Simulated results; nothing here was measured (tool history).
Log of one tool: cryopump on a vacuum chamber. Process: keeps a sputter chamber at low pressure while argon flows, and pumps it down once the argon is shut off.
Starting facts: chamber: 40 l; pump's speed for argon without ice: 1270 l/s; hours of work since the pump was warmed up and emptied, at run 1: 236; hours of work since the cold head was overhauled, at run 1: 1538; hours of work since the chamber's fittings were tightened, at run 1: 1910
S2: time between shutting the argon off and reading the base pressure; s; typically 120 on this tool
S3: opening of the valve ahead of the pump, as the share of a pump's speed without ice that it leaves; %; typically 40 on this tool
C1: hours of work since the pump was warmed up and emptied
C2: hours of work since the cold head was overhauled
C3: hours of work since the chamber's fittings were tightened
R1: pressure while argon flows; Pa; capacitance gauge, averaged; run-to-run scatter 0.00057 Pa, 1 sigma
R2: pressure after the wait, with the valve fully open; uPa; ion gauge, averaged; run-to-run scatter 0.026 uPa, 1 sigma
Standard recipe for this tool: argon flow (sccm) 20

run 1 hour=0 | argon_flow_(sccm)=20 S2=120 S3=40 | C1=236 C2=1538 C3=1910 | R1=0.0699 R2=2.48
run 2 hour=81.7 | argon_flow_(sccm)=20 S2=104 S3=40 | C1=277 C2=1579 C3=1952 | R1=0.0701 R2=2.66
run 3 hour=173 | argon_flow_(sccm)=20 S2=104 S3=40 | C1=324 C2=1625 C3=1998 | R1=0.0722 R2=2.7
run 4 hour=247.9 | argon_flow_(sccm)=20 S2=104 S3=40 | C1=361 C2=1663 C3=2036 | R1=0.0722 R2=2.76
run 5 hour=338.2 | argon_flow_(sccm)=20 S2=120 S3=40 | C1=407 C2=1709 C3=2081 | R1=0.0744 R2=2.7
run 6 hour=429.5 | argon_flow_(sccm)=20 S2=120 S3=40 | C1=453 C2=1755 C3=2128 | R1=0.0734 R2=2.84
run 7 hour=486.6 | argon_flow_(sccm)=20 S2=120 S3=40 | C1=482 C2=1784 C3=2156 | R1=0.075 R2=2.78
run 8 hour=573.8 | argon_flow_(sccm)=20 S2=120 S3=40 | C1=526 C2=1828 C3=2201 | R1=0.0762 R2=2.87
run 9 hour=636.4 | argon_flow_(sccm)=20 S2=120 S3=40 | C1=558 C2=1859 C3=2232 | R1=0.0771 R2=3.02
run 10 hour=718.4 | argon_flow_(sccm)=20 S2=37 S3=40 | C1=599 C2=1901 C3=2274 | R1=0.0773 R2=5.12
-- hour=787.8 pump warmed up, emptied and cooled again
run 11 hour=796.2 | argon_flow_(sccm)=20 S2=37 S3=40 | C1=4 C2=1938 C3=2310 | R1=0.0675 R2=4.42
run 12 hour=857.9 | argon_flow_(sccm)=20 S2=37 S3=40 | C1=35 C2=1969 C3=2342 | R1=0.0672 R2=4.57
run 13 hour=920.3 | argon_flow_(sccm)=18 S2=120 S3=40 | C1=67 C2=2000 C3=2373 | R1=0.0607 R2=2.58
run 14 hour=1004.8 | argon_flow_(sccm)=20 S2=91 S3=40 | C1=110 C2=2043 C3=2416 | R1=0.0681 R2=2.99
run 15 hour=1075.1 | argon_flow_(sccm)=20 S2=120 S3=40 | C1=145 C2=2079 C3=2451 | R1=0.0684 R2=2.71
run 16 hour=1155.3 | argon_flow_(sccm)=20 S2=78 S3=40 | C1=186 C2=2119 C3=2492 | R1=0.0697 R2=3.24
run 17 hour=1223.9 | argon_flow_(sccm)=20 S2=296 S3=40 | C1=220 C2=2154 C3=2527 | R1=0.0705 R2=2.39
run 18 hour=1265.7 | argon_flow_(sccm)=20 S2=296 S3=40 | C1=242 C2=2175 C3=2548 | R1=0.0716 R2=2.38
run 19 hour=1315.6 | argon_flow_(sccm)=20 S2=296 S3=40 | C1=267 C2=2200 C3=2573 | R1=0.0711 R2=2.45
run 20 hour=1392.5 | argon_flow_(sccm)=20 S2=76 S3=40 | C1=306 C2=2239 C3=2612 | R1=0.0718 R2=3.57
run 21 hour=1443.3 | argon_flow_(sccm)=20 S2=76 S3=40 | C1=331 C2=2265 C3=2638 | R1=0.0722 R2=3.53
run 22 hour=1515.6 | argon_flow_(sccm)=34 S2=76 S3=40 | C1=368 C2=2301 C3=2674 | R1=0.1236 R2=3.69
run 23 hour=1593.5 | argon_flow_(sccm)=34 S2=253 S3=25 | C1=407 C2=2341 C3=2714 | R1=0.1939 R2=2.81
run 24 hour=1631.7 | argon_flow_(sccm)=15 S2=27 S3=22 | C1=427 C2=2360 C3=2733 | R1=0.0964 R2=6.31
run 25 hour=1686.5 | argon_flow_(sccm)=20 S2=32 S3=40 | C1=454 C2=2388 C3=2761 | R1=0.074 R2=5.9
run 26 hour=1745.1 | argon_flow_(sccm)=32 S2=50 S3=49 | C1=484 C2=2417 C3=2790 | R1=0.1016 R2=4.57
run 27 hour=1791.8 | argon_flow_(sccm)=23 S2=65 S3=27 | C1=508 C2=2441 C3=2814 | R1=0.1222 R2=4.34
run 28 hour=1855.9 | argon_flow_(sccm)=35 S2=55 S3=21 | C1=540 C2=2473 C3=2846 | R1=0.2369 R2=4.81
run 29 hour=1931.2 | argon_flow_(sccm)=20 S2=134 S3=24 | C1=578 C2=2511 C3=2884 | R1=0.1223 R2=3.53
run 30 hour=2004.9 | argon_flow_(sccm)=35 S2=120 S3=58 | C1=615 C2=2549 C3=2921 | R1=0.1004 R2=3.77
-- hour=2038.6 pump warmed up, emptied and cooled again
run 31 hour=2082.8 | argon_flow_(sccm)=35 S2=120 S3=58 | C1=22 C2=2585 C3=2958 | R1=0.082 R2=2.81
run 32 hour=2120.4 | argon_flow_(sccm)=35 S2=120 S3=58 | C1=41 C2=2604 C3=2977 | R1=0.0822 R2=2.99
run 33 hour=2203.2 | argon_flow_(sccm)=20 S2=120 S3=20 | C1=83 C2=2646 C3=3019 | R1=0.1349 R2=3.04
run 34 hour=2259.6 | argon_flow_(sccm)=20 S2=120 S3=47 | C1=112 C2=2675 C3=3048 | R1=0.0587 R2=3.1
run 35 hour=2296.9 | argon_flow_(sccm)=20 S2=120 S3=25 | C1=131 C2=2694 C3=3067 | R1=0.1086 R2=3.05

Hidden condition of the tool, last listed run before each entry between runs versus first listed run after:
Between runs 10 and 11: pump warmed up, emptied and cooled again (hour 787.8)
  pump's speed, % of a pump's without ice: 71.3 -> 98.2; cold plate's temperature, K: 12.44 -> 12.45; leak into the chamber, uPa l/s: 1986 -> 2014
  measured value less the no-hidden-state value, R1: +0.011 -> +0.0008 Pa; R2: +1.97 -> +1.36 uPa
Between runs 30 and 31: pump warmed up, emptied and cooled again (hour 2038.6)
  pump's speed, % of a pump's without ice: 70 -> 98.5; cold plate's temperature, K: 12.59 -> 12.6; leak into the chamber, uPa l/s: 2499 -> 2527
  measured value less the no-hidden-state value, R1: +0.0207 -> +0.0013 Pa; R2: +2.64 -> +1.74 uPa

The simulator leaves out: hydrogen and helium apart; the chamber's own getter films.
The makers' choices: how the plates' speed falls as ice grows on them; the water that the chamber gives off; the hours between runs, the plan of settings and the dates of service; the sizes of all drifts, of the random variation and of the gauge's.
